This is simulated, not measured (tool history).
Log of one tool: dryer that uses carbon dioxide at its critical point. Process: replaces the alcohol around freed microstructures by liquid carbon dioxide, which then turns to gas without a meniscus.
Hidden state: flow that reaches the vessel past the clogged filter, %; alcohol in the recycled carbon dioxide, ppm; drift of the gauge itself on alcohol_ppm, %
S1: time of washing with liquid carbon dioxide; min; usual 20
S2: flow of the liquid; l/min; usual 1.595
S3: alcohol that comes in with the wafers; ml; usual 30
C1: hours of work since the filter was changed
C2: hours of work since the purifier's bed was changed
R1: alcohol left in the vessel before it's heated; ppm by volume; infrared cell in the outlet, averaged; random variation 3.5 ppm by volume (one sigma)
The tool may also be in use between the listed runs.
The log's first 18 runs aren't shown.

run,hour,S1,S2,S3,C1,C2,R1
19,352.7,20,1.595,30,153,694,66
20,373.8,20,1.595,35,165,706,68
21,401.0,20,1.595,30,180,721,69
22,413.0,20,1.595,62,186,727,94
23,441.1,20,1.595,30,202,743,70
24,457.5,20,1.595,30,211,752,71
25,475.6,19,1.510,30,221,762,98
26,498.7,19,1.510,30,234,775,99
# hour 502.3: inlet filter changed
27,514.8,28,1.510,30,7,783,46
28,529.9,14,1.110,64,15,792,652
29,556.8,22,1.110,54,30,807,138
30,568.9,12,1.690,111,37,813,516
31,587.9,31,1.470,30,47,824,52
32,599.3,19,2.270,30,54,830,53
33,612.3,20,1.170,88,61,837,234
34,640.0,18,1.570,55,76,853,108
35,663.1,20,1.110,119,89,865,423

Forecast run 36:
36,677.8,20,1.110,119,97,874,?

Run 36 gave R1 434 ppm by volume.
Without the tool's hidden state the same run would have given R1 276 ppm by volume.
